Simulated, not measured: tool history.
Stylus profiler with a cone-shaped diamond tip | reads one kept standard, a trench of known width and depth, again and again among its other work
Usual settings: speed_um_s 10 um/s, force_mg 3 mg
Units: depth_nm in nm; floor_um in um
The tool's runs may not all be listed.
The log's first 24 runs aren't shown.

run,hour,speed_um_s,force_mg,depth_nm,floor_um
25,377.2,9,3,505.35,96.95
26,391.3,2,4.79,507.32,96.99
27,399.8,2,4.79,507.06,97.02
28,409.6,2,4.79,507.23,96.99
29,421.8,35,6.32,508.74,96.88
30,434.3,12,1.41,503.4,96.9
31,450.7,2,3.12,505.28,96.98
32,466.3,13,2.51,504.63,96.95
33,475.4,14,1.02,502.44,96.88
34,495.6,7,8.49,510.65,96.97
35,504,7,8.49,510.53,96.98
36,524,7,8.49,510.49,97.04
37,541.3,7,6.23,508.33,96.97
38,555.2,3,1.18,503.04,96.97
39,572.3,4,3,505.27,97
40,582.1,4,3,505.35,97.02
41,590.5,28,3.36,505.53,96.82
42,600.2,5,6.88,509.21,96.96
43,615.2,5,2.54,504.51,96.94
44,628.6,15,1.09,502.75,96.91
45,640.5,6,7.09,509.36,97
46,657.9,17,5.61,508.04,96.95

5 ways to go on from here, each from the tool as it stands after run 46. What would each give?
A,669.3,13,6.79,?,?
B,669.3,2,3.51,?,?
C,669.3,10,2.33,?,?
D,669.3,6,3.53,?,?
E,669.3,15,4.4,?,?

run,depth_nm,floor_um
A,509.42,96.93
B,505.91,96.99
C,504.39,96.92
D,505.78,96.99
E,506.62,96.92
Without the tool's hidden state the same runs would have given:
run,depth_nm,floor_um
A,509.43,96.94
B,505.91,97
C,504.4,96.93
D,505.79,97
E,506.63,96.93
